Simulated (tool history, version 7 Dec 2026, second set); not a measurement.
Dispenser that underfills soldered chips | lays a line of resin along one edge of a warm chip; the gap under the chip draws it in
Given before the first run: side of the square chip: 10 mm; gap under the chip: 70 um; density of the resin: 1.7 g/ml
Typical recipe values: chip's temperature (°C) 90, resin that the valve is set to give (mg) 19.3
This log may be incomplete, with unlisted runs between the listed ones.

| run | hour | chip's temperature (°C) | resin that the valve is set to give (mg) | time until the resin shows at the far edge (s) | resin that the valve gave (mg) |
|---|---|---|---|---|---|
| 1 | 0.0 | 90 | 19.3 | 52.3 | 19.00 |
| 2 | 9.7 | 90 | 19.3 | 64.6 | 18.78 |
| 3 | 18.0 | 90 | 19.3 | 59.6 | 18.72 |
| 4 | 26.0 | 90 | 19.3 | 53.1 | 18.84 |
| 5 | 31.0 | 90 | 19.3 | 59.1 | 18.62 |
| 6 | 37.6 | 90 | 19.3 | 52.5 | 18.57 |
| 7 | 46.9 | 90 | 19.3 | 62.2 | 18.51 |
| 8 | 55.8 | 90 | 18.8 | 59.1 | 17.87 |
| 9 | 66.5 | 90 | 18.8 | 53.2 | 17.87 |
| 10 | 76.1 | 90 | 19.3 | 65.2 | 18.21 |
| 11 | 86.6 | 90 | 19.3 | 60.5 | 17.92 |
| 12 | 93.0 | 90 | 18.6 | 55.6 | 17.47 |
| 13 | 103.6 | 90 | 18.6 | 53.8 | 17.30 |
| 14 | 110.5 | 90 | 18.6 | 60.0 | 17.29 |
| 15 | 121.6 | 90 | 19.3 | 57.5 | 17.87 |
| 16 | 132.6 | 90 | 19.3 | 54.3 | 17.62 |
| 17 | 143.5 | 84 | 19.3 | 73.4 | 17.56 |
| 18 | 148.4 | 90 | 18.2 | 60.5 | 16.40 |
| 19 | 157.5 | 90 | 25.0 | 52.4 | 24.96 |
| 20 | 164.6 | 90 | 25.0 | 61.5 | 24.98 |
| 21 | 174.4 | 78 | 19.3 | 105.2 | 18.89 |
| 22 | 181.1 | 98 | 17.0 | 36.5 | 16.78 |
| 23 | 189.4 | 78 | 19.3 | 109.0 | 18.89 |
| 24 | 197.8 | 90 | 16.9 | 58.6 | 16.49 |
| 25 | 207.7 | 95 | 17.9 | 41.9 | 17.37 |
| 26 | 215.7 | 88 | 19.3 | 69.2 | 18.67 |
| 27 | 222.5 | 88 | 19.3 | 57.9 | 18.49 |
| 28 | 229.1 | 102 | 17.7 | 36.8 | 17.16 |
| 29 | 239.5 | 79 | 17.7 | 100.5 | 16.94 |
| 30 | 248.0 | 102 | 23.0 | 31.8 | 22.03 |
| 31 | 254.9 | 97 | 22.0 | 46.5 | 20.80 |
| 32 | 261.2 | 102 | 22.0 | 32.3 | 20.67 |
| 33 | 273.3 | 86 | 16.4 | 67.5 | 15.27 |
| 34 | 279.9 | 86 | 16.5 | 75.9 | 15.36 |

The log once held 23 entries between its listed runs, left out of this copy. Where does each go, and what is different about the tool's unlogged condition between the listed run before it and the listed run after it?
Run 2 -> run 3: new syringe of resin (hour 11.7)
  resin's viscosity, % of fresh resin's: 127 -> 116.6; dose that the valve gives, % of what is set: 98.15 -> 97.66; true chip temperature over the reading, C: -0.4 -> -0.41
  the result without the hidden state subtracted from the measured one, time until the resin shows at the far edge (s): +14.9 -> +9.5; resin that the valve gave (mg): -0.36 -> -0.45
Run 3 -> run 4: new syringe of resin (hour 24.5)
  resin's viscosity, % of fresh resin's: 116.6 -> 104.1; dose that the valve gives, % of what is set: 97.66 -> 97.21; true chip temperature over the reading, C: -0.41 -> -0.42
  the result without the hidden state subtracted from the measured one, time until the resin shows at the far edge (s): +9.5 -> +3.2; resin that the valve gave (mg): -0.45 -> -0.54
Run 5 -> run 6: new syringe of resin (hour 37.5)
  resin's viscosity, % of fresh resin's: 116 -> 100.9; dose that the valve gives, % of what is set: 96.96 -> 96.6; true chip temperature over the reading, C: -0.43 -> -0.44
  the result without the hidden state subtracted from the measured one, time until the resin shows at the far edge (s): +9.3 -> +1.7; resin that the valve gave (mg): -0.59 -> -0.66
Run 7 -> run 8: new syringe of resin (hour 50.1)
  resin's viscosity, % of fresh resin's: 123.4 -> 113.1; dose that the valve gives, % of what is set: 96.07 -> 95.58; true chip temperature over the reading, C: -0.45 -> -0.46
  the result without the hidden state subtracted from the measured one, time until the resin shows at the far edge (s): +13.0 -> +8.2; resin that the valve gave (mg): -0.76 -> -0.83
Run 8 -> run 9: stage's temperature calibrated (hour 62.2); new syringe of resin (hour 64.0)
  resin's viscosity, % of fresh resin's: 113.1 -> 105.6; dose that the valve gives, % of what is set: 95.58 -> 95.05; true chip temperature over the reading, C: -0.46 -> -0.1
  the result without the hidden state subtracted from the measured one, time until the resin shows at the far edge (s): +8.2 -> +3.4; resin that the valve gave (mg): -0.83 -> -0.93
Run 10 -> run 11: new syringe of resin (hour 77.3)
  resin's viscosity, % of fresh resin's: 130 -> 121.1; dose that the valve gives, % of what is set: 94.5 -> 93.96; true chip temperature over the reading, C: -0.12 -> -0.13
  the result without the hidden state subtracted from the measured one, time until the resin shows at the far edge (s): +15.8 -> +11.3; resin that the valve gave (mg): -1.06 -> -1.15
Run 11 -> run 12: new syringe of resin (hour 89.8)
  resin's viscosity, % of fresh resin's: 121.1 -> 106.3; dose that the valve gives, % of what is set: 93.96 -> 93.6; true chip temperature over the reading, C: -0.13 -> -0.14
  the result without the hidden state subtracted from the measured one, time until the resin shows at the far edge (s): +11.3 -> +4.1; resin that the valve gave (mg): -1.15 -> -1.20
Run 12 -> run 13: new syringe of resin (hour 102.9)
  resin's viscosity, % of fresh resin's: 106.3 -> 102.8; dose that the valve gives, % of what is set: 93.6 -> 93.01; true chip temperature over the reading, C: -0.14 -> -0.15
  the result without the hidden state subtracted from the measured one, time until the resin shows at the far edge (s): +4.1 -> +2.4; resin that the valve gave (mg): -1.20 -> -1.29
Run 14 -> run 15: new syringe of resin (hour 115.5)
  resin's viscosity, % of fresh resin's: 119.4 -> 114.8; dose that the valve gives, % of what is set: 92.66 -> 92.08; true chip temperature over the reading, C: -0.17 -> -0.18
  the result without the hidden state subtracted from the measured one, time until the resin shows at the far edge (s): +10.7 -> +8.4; resin that the valve gave (mg): -1.37 -> -1.54
Run 15 -> run 16: new syringe of resin (hour 128.2)
  resin's viscosity, % of fresh resin's: 114.8 -> 108.5; dose that the valve gives, % of what is set: 92.08 -> 91.48; true chip temperature over the reading, C: -0.18 -> -0.2
  the result without the hidden state subtracted from the measured one, time until the resin shows at the far edge (s): +8.4 -> +5.3; resin that the valve gave (mg): -1.54 -> -1.65
Run 16 -> run 17: new syringe of resin (hour 140.6)
  resin's viscosity, % of fresh resin's: 108.5 -> 106; dose that the valve gives, % of what is set: 91.48 -> 90.92; true chip temperature over the reading, C: -0.2 -> -0.21
  the result without the hidden state subtracted from the measured one, time until the resin shows at the far edge (s): +5.3 -> +5.7; resin that the valve gave (mg): -1.65 -> -1.76
Run 18 -> run 19: new syringe of resin (hour 153.9); dispensing valve cleaned and set on the balance (hour 154.9)
  resin's viscosity, % of fresh resin's: 117.6 -> 105.2; dose that the valve gives, % of what is set: 90.66 -> 99.89; true chip temperature over the reading, C: -0.22 -> -0.23
  the result without the hidden state subtracted from the measured one, time until the resin shows at the far edge (s): +10.4 -> +3.1; resin that the valve gave (mg): -1.69 -> -0.03
Run 20 -> run 21: new syringe of resin (hour 167.6)
  resin's viscosity, % of fresh resin's: 122.7 -> 117.5; dose that the valve gives, % of what is set: 99.5 -> 99.03; true chip temperature over the reading, C: -0.24 -> -0.25
  the result without the hidden state subtracted from the measured one, time until the resin shows at the far edge (s): +11.9 -> +16.9; resin that the valve gave (mg): -0.12 -> -0.19
Run 21 -> run 22: new syringe of resin (hour 180.9)
  resin's viscosity, % of fresh resin's: 117.5 -> 101.1; dose that the valve gives, % of what is set: 99.03 -> 98.67; true chip temperature over the reading, C: -0.25 -> -0.26
  the result without the hidden state subtracted from the measured one, time until the resin shows at the far edge (s): +16.9 -> +0.9; resin that the valve gave (mg): -0.19 -> -0.23
Run 23 -> run 24: new syringe of resin (hour 193.5)
  resin's viscosity, % of fresh resin's: 121.1 -> 110.6; dose that the valve gives, % of what is set: 98.23 -> 97.77; true chip temperature over the reading, C: -0.28 -> -0.29
  the result without the hidden state subtracted from the measured one, time until the resin shows at the far edge (s): +20.4 -> +6.5; resin that the valve gave (mg): -0.34 -> -0.38
Run 24 -> run 25: new syringe of resin (hour 206.2)
  resin's viscosity, % of fresh resin's: 110.6 -> 103.1; dose that the valve gives, % of what is set: 97.77 -> 97.2; true chip temperature over the reading, C: -0.29 -> -0.3
  the result without the hidden state subtracted from the measured one, time until the resin shows at the far edge (s): +6.5 -> +2.1; resin that the valve gave (mg): -0.38 -> -0.50
Run 26 -> run 27: new syringe of resin (hour 219.3)
  resin's viscosity, % of fresh resin's: 122.6 -> 104.6; dose that the valve gives, % of what is set: 96.77 -> 96.39; true chip temperature over the reading, C: -0.31 -> -0.32
  the result without the hidden state subtracted from the measured one, time until the resin shows at the far edge (s): +13.9 -> +3.6; resin that the valve gave (mg): -0.63 -> -0.69
Run 28 -> run 29: new syringe of resin (hour 232.0)
  resin's viscosity, % of fresh resin's: 120.8 -> 116; dose that the valve gives, % of what is set: 96.02 -> 95.46; true chip temperature over the reading, C: -0.33 -> -0.35
  the result without the hidden state subtracted from the measured one, time until the resin shows at the far edge (s): +7.0 -> +16.1; resin that the valve gave (mg): -0.71 -> -0.80
Run 29 -> run 30: new syringe of resin (hour 244.8)
  resin's viscosity, % of fresh resin's: 116 -> 108.6; dose that the valve gives, % of what is set: 95.46 -> 94.99; true chip temperature over the reading, C: -0.35 -> -0.36
  the result without the hidden state subtracted from the measured one, time until the resin shows at the far edge (s): +16.1 -> +3.0; resin that the valve gave (mg): -0.80 -> -1.16
Run 31 -> run 32: new syringe of resin (hour 257.5)
  resin's viscosity, % of fresh resin's: 126.2 -> 107.9; dose that the valve gives, % of what is set: 94.6 -> 94.29; true chip temperature over the reading, C: -0.37 -> -0.38
  the result without the hidden state subtracted from the measured one, time until the resin shows at the far edge (s): +10.4 -> +3.0; resin that the valve gave (mg): -1.19 -> -1.26
Run 32 -> run 33: new syringe of resin (hour 270.8)
  resin's viscosity, % of fresh resin's: 107.9 -> 104.7; dose that the valve gives, % of what is set: 94.29 -> 93.65; true chip temperature over the reading, C: -0.38 -> -0.39
  the result without the hidden state subtracted from the measured one, time until the resin shows at the far edge (s): +3.0 -> +5.3; resin that the valve gave (mg): -1.26 -> -1.04
